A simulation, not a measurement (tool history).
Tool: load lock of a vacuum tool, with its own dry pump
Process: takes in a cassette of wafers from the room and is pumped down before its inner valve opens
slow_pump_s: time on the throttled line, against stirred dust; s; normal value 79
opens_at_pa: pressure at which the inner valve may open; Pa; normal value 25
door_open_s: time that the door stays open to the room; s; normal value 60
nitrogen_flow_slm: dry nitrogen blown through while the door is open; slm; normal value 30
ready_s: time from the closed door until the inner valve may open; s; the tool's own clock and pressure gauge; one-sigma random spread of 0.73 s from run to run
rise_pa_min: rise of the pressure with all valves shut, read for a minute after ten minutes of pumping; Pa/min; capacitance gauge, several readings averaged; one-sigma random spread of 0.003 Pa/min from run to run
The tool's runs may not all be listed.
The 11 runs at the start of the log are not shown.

run	hour	slow_pump_s	opens_at_pa	door_open_s	nitrogen_flow_slm	incoming humidity of the room's air, %	ready_s	rise_pa_min
12	806	40	25	60	30	48.7	100.7	0.357
13	881.7	40	25	60	30	43.6	100.9	0.353
14	977.7	79	25	60	30	47.3	128.8	0.381
15	1053.3	79	25	60	30	47.6	129.7	0.386
16	1115.7	79	25	60	30	41.4	129.3	0.38
17	1186.5	79	25	60	30	47.3	129.5	0.401
18	1262.5	79	25	60	30	44.5	130.5	0.405
19	1348.4	79	25	60	30	46.5	130.1	0.412
20	1409.4	131	25	165	13	43.9	168.5	0.463
21	1460.8	131	25	165	13	45.1	169	0.463
22	1508.3	79	25	136	5	45.7	129.3	0.473
23	1584.2	79	49	84	30	46.1	123.8	0.449

Run 24, settings as shown, results not yet in. Your forecast:
24	1632.6	79	27	84	18	48.7	?	?

{"run 24": {"ready_s": 128.4, "rise_pa_min": 0.463}}
On a tool with no hidden condition, and with the same random variation, this run would have come out at ready_s 126.8 s, rise_pa_min 0.048 Pa/min.
